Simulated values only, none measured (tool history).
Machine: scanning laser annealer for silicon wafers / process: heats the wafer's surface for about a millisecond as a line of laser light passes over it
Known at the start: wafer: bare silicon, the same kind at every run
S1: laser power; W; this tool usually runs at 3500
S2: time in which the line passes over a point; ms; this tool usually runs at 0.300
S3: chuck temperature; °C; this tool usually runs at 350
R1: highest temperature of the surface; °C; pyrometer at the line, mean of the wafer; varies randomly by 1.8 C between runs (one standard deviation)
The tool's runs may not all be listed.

run,day,S1,S2,S3,R1
1,0.000,3500,0.300,350,1037
2,1.833,3550,0.300,350,1050
3,2.775,3550,0.300,350,1049
4,4.121,3500,0.300,350,1038
5,6.438,3500,0.300,350,1034
6,8.492,3500,0.300,350,1033
7,10.108,3500,0.300,350,1031
8,11.338,3500,0.300,350,1028
9,13.496,3500,0.300,382,1063
10,15.517,3500,0.300,382,1058
11,17.267,3500,0.300,350,1026
12,18.554,3500,0.300,350,1023
13,20.750,3500,0.300,350,1022
# day 20.975: window over the wafer cleaned
14,22.171,3478,0.243,338,929
15,23.283,3801,0.212,347,954
16,24.958,3500,0.300,381,1048
17,26.375,3500,0.300,381,1044
18,27.758,3116,0.242,317,828
19,29.542,3116,0.242,317,830
20,30.946,3116,0.242,317,826
# day 32.379: window over the wafer cleaned, once more
21,32.879,3116,0.242,317,861
22,34.017,3500,0.300,312,1011
23,35.129,3533,0.228,312,923
24,36.975,3533,0.228,312,921
25,39.188,3533,0.228,312,918

Run by run, hidden condition taken away, random variation retained:
The tool's hidden condition here consists of: light that passes the window, % of a clean one's; laser's true power over the reading, %; width of the line over the set one, %; drift of the gauge itself on peak_c, C.
run,R1
1,1064
2,1079
3,1079
4,1068
5,1065
6,1065
7,1064
8,1062
9,1098
10,1095
11,1064
12,1062
13,1062
14,973
15,1001
16,1101
17,1097
18,870
19,873
20,869
21,871
22,1026
23,936
24,935
25,934
